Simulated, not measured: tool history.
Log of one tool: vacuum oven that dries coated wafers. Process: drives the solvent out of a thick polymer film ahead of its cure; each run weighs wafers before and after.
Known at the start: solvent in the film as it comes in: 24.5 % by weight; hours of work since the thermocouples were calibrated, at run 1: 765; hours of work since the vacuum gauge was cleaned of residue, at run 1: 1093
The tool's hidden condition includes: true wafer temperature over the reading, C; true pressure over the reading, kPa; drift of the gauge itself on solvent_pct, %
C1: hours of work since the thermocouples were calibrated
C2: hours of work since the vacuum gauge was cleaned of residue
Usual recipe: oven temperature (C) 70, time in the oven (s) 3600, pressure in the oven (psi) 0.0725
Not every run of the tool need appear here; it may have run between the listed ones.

Run 1, hour 0.0: usual settings; C1 765; C2 1093. Result: solvent left in the film (%) 3.56.
Run 2, hour 65.3: usual settings but oven temperature (C) 84; C1 805; C2 1133. Result: solvent left in the film (%) 0.75.
Run 3, hour 128.8: usual settings but oven temperature (C) 65; C1 843; C2 1172. Result: solvent left in the film (%) 5.27.
Run 4, hour 196.3: usual settings but oven temperature (C) 65; C1 885; C2 1213. Result: solvent left in the film (%) 5.25.
Run 5, hour 260.5: usual settings but oven temperature (C) 65; C1 924; C2 1252. Result: solvent left in the film (%) 5.26.
Run 6, hour 322.8: usual settings but time in the oven (s) 3300; C1 962; C2 1290. Result: solvent left in the film (%) 4.08.
Run 7, hour 351.3: usual settings but time in the oven (s) 3300; C1 979; C2 1308. Result: solvent left in the film (%) 4.07.
Run 8, hour 405.7: usual settings but time in the oven (s) 3300; C1 1013; C2 1341. Result: solvent left in the film (%) 4.11.
Run 9, hour 475.0: usual settings but time in the oven (s) 3300; C1 1055; C2 1383. Result: solvent left in the film (%) 4.02.
Run 10, hour 508.3: usual settings but pressure in the oven (psi) 0.0487; C1 1075; C2 1403. Result: solvent left in the film (%) 3.41.
Run 11, hour 577.5: usual settings but pressure in the oven (psi) 0.0487; C1 1118; C2 1446. Result: solvent left in the film (%) 3.46.
At hour 604.9: oven's thermocouples calibrated.
Run 12, hour 644.4: usual settings but pressure in the oven (psi) 0.0487; C1 24; C2 1485. Result: solvent left in the film (%) 3.77.
Run 13, hour 697.4: usual settings but pressure in the oven (psi) 0.0487; C1 57; C2 1518. Result: solvent left in the film (%) 3.76.
Run 14, hour 742.0: usual settings but pressure in the oven (psi) 0.0487; C1 84; C2 1545. Result: solvent left in the film (%) 3.70.
Run 15, hour 807.8: usual settings but oven temperature (C) 80, time in the oven (s) 4020, pressure in the oven (psi) 0.0844; C1 124; C2 1585. Result: solvent left in the film (%) 1.13.
Run 16, hour 849.4: usual settings but oven temperature (C) 81, time in the oven (s) 5400; C1 149; C2 1611. Result: solvent left in the film (%) 0.54.
Run 17, hour 909.7: usual settings but time in the oven (s) 5160, pressure in the oven (psi) 0.1002; C1 186; C2 1647. Result: solvent left in the film (%) 2.15.
Run 18, hour 949.7: usual settings but time in the oven (s) 5160, pressure in the oven (psi) 0.1002; C1 211; C2 1672. Result: solvent left in the film (%) 2.15.
Run 19, hour 1007.9: usual settings but time in the oven (s) 5160, pressure in the oven (psi) 0.1002; C1 246; C2 1707. Result: solvent left in the film (%) 2.19.
Run 20, hour 1043.1: usual settings but oven temperature (C) 74, pressure in the oven (psi) 0.0573; C1 268; C2 1729. Result: solvent left in the film (%) 2.58.
Run 21, hour 1074.3: usual settings but oven temperature (C) 74, time in the oven (s) 4440, pressure in the oven (psi) 0.1179; C1 287; C2 1748. Result: solvent left in the film (%) 1.89.
Run 22, hour 1112.8: usual settings but oven temperature (C) 74, time in the oven (s) 4440, pressure in the oven (psi) 0.1179; C1 310; C2 1772. Result: solvent left in the film (%) 1.91.
Run 23, hour 1159.9: usual settings but oven temperature (C) 65, time in the oven (s) 3900, pressure in the oven (psi) 0.1465; C1 339; C2 1800. Result: solvent left in the film (%) 5.28.
Run 24, hour 1212.6: usual settings but oven temperature (C) 65, time in the oven (s) 3900, pressure in the oven (psi) 0.1465; C1 371; C2 1833. Result: solvent left in the film (%) 5.33.
Run 25, hour 1252.3: usual settings but oven temperature (C) 65, time in the oven (s) 3900, pressure in the oven (psi) 0.1465; C1 396; C2 1857. Result: solvent left in the film (%) 5.30.
Run 26, hour 1321.6: usual settings but oven temperature (C) 68; C1 438; C2 1899. Result: solvent left in the film (%) 4.47.

Below are 3 alternative next runs, each starting from the tool's condition after run 26. Predict each:
Run A, hour 1386.3: usual settings but time in the oven (s) 3720, pressure in the oven (psi) 0.0409; C1 477; C2 1939. Result: solvent left in the film (%) ?.
Run B, hour 1386.3: usual settings but oven temperature (C) 68, time in the oven (s) 2520, pressure in the oven (psi) 0.2892; C1 477; C2 1939. Result: solvent left in the film (%) ?.
Run C, hour 1386.3: usual settings but oven temperature (C) 67, time in the oven (s) 3000, pressure in the oven (psi) 0.0909; C1 477; C2 1939. Result: solvent left in the film (%) ?.

run  solvent left in the film (%)
  A                          3.55
  B                          7.54
  C                          6.07
With the hidden condition removed and each run's random variation left untouched, the same runs would have given:
run  solvent left in the film (%)
  A                          3.31
  B                          7.34
  C                          5.84
